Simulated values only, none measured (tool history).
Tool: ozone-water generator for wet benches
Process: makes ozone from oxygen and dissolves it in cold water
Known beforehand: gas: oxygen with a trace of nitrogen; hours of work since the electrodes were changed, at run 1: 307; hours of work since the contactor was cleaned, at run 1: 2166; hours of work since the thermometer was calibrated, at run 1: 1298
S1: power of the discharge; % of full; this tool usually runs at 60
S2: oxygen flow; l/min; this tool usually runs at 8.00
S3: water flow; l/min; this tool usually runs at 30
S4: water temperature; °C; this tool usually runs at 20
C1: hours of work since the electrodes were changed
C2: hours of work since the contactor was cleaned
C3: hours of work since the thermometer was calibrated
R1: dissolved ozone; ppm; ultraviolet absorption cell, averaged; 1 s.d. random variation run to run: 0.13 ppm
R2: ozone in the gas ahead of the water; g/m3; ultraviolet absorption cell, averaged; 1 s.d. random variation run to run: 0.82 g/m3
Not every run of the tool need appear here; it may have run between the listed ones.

| run | day | S1 | S2 | S3 | S4 | C1 | C2 | C3 | R1 | R2 |
|---|---|---|---|---|---|---|---|---|---|---|
| 1 | 0.000 | 60 | 8.00 | 30 | 20 | 307 | 2166 | 1298 | 12.5 | 129.4 |
| 2 | 2.346 | 60 | 8.00 | 30 | 20 | 361 | 2220 | 1352 | 12.3 | 127.6 |
| 3 | 6.333 | 60 | 8.00 | 30 | 14 | 453 | 2312 | 1444 | 13.5 | 127.7 |
| 4 | 8.025 | 60 | 8.00 | 30 | 20 | 492 | 2351 | 1483 | 12.6 | 128.7 |
| 5 | 10.846 | 60 | 8.00 | 30 | 20 | 557 | 2416 | 1548 | 12.4 | 127.9 |
| 6 | 14.708 | 60 | 8.00 | 38 | 20 | 646 | 2505 | 1637 | 10.0 | 127.4 |
| 7 | 18.358 | 98 | 8.00 | 30 | 20 | 730 | 2589 | 1721 | 19.7 | 199.2 |
| 8 | 20.938 | 60 | 8.00 | 25 | 20 | 789 | 2648 | 1781 | 14.2 | 126.4 |
| 9 | 24.533 | 60 | 8.00 | 25 | 20 | 872 | 2731 | 1864 | 14.2 | 127.1 |
|  | 24.888 | contactor cleaned |
| 10 | 26.738 | 60 | 7.02 | 30 | 20 | 919 | 43 | 1911 | 12.0 | 135.2 |
| 11 | 29.817 | 60 | 7.02 | 30 | 20 | 990 | 114 | 1981 | 12.1 | 136.6 |
| 12 | 32.162 | 60 | 7.02 | 30 | 20 | 1044 | 168 | 2036 | 12.0 | 133.4 |
| 13 | 36.012 | 76 | 8.00 | 30 | 20 | 1133 | 256 | 2124 | 15.3 | 157.1 |
|  | 38.679 | contactor cleaned, once more |
| 14 | 38.842 | 76 | 8.00 | 30 | 20 | 1194 | 4 | 2186 | 15.7 | 157.4 |
| 15 | 40.825 | 60 | 8.00 | 30 | 20 | 1240 | 49 | 2231 | 12.8 | 125.9 |
| 16 | 44.208 | 60 | 8.00 | 30 | 20 | 1318 | 127 | 2309 | 12.9 | 127.0 |
| 17 | 48.167 | 92 | 10.97 | 26 | 14 | 1409 | 219 | 2401 | 23.4 | 161.0 |
| 18 | 50.442 | 92 | 6.35 | 26 | 18 | 1462 | 271 | 2453 | 21.4 | 208.3 |
| 19 | 52.979 | 73 | 10.89 | 30 | 20 | 1520 | 330 | 2512 | 15.0 | 131.0 |
| 20 | 55.667 | 71 | 10.89 | 30 | 14 | 1582 | 392 | 2573 | 16.3 | 126.6 |
|  | 56.446 | water thermometer calibrated |
| 21 | 59.067 | 42 | 6.37 | 30 | 27 | 1660 | 469 | 60 | 8.0 | 100.5 |
| 22 | 62.983 | 60 | 8.00 | 23 | 20 | 1750 | 560 | 151 | 15.4 | 126.4 |
| 23 | 65.833 | 53 | 6.47 | 23 | 20 | 1816 | 625 | 216 | 13.7 | 125.0 |
| 24 | 67.900 | 52 | 8.64 | 43 | 13 | 1864 | 673 | 264 | 8.6 | 105.0 |
| 25 | 71.533 | 52 | 8.64 | 43 | 13 | 1947 | 757 | 348 | 8.7 | 105.6 |
| 26 | 73.838 | 52 | 6.15 | 29 | 13 | 2000 | 810 | 401 | 12.0 | 123.3 |
| 27 | 77.183 | 52 | 6.15 | 29 | 13 | 2077 | 887 | 478 | 11.9 | 124.0 |
| 28 | 79.321 | 61 | 6.15 | 36 | 13 | 2127 | 936 | 527 | 11.3 | 142.9 |
| 29 | 82.821 | 51 | 8.00 | 27 | 20 | 2207 | 1017 | 608 | 11.7 | 108.4 |
| 30 | 86.788 | 51 | 8.00 | 27 | 20 | 2299 | 1108 | 699 | 11.5 | 106.5 |
| 31 | 89.758 | 59 | 8.00 | 29 | 20 | 2367 | 1177 | 768 | 12.5 | 123.5 |
| 32 | 91.838 | 60 | 8.00 | 30 | 17 | 2415 | 1225 | 816 | 12.8 | 123.1 |

4 ways to go on from here, each from the tool as it stands after run 32. What would each give?
| A | 94.050 | 60 | 8.00 | 19 | 20 | 2466 | 1276 | 867 | ? | ? |
| B | 94.050 | 84 | 8.00 | 43 | 13 | 2466 | 1276 | 867 | ? | ? |
| C | 94.050 | 60 | 11.90 | 30 | 20 | 2466 | 1276 | 867 | ? | ? |
| D | 94.050 | 60 | 8.00 | 20 | 14 | 2466 | 1276 | 867 | ? | ? |

| run | R1 | R2 |
|---|---|---|
| A | 17.6 | 123.7 |
| B | 12.7 | 166.4 |
| C | 12.1 | 101.6 |
| D | 18.6 | 123.5 |
Had the tool no hidden state, the same runs would have come out as:
| run | R1 | R2 |
|---|---|---|
| A | 18.7 | 129.3 |
| B | 13.9 | 176.8 |
| C | 13.0 | 106.3 |
| D | 19.8 | 129.1 |

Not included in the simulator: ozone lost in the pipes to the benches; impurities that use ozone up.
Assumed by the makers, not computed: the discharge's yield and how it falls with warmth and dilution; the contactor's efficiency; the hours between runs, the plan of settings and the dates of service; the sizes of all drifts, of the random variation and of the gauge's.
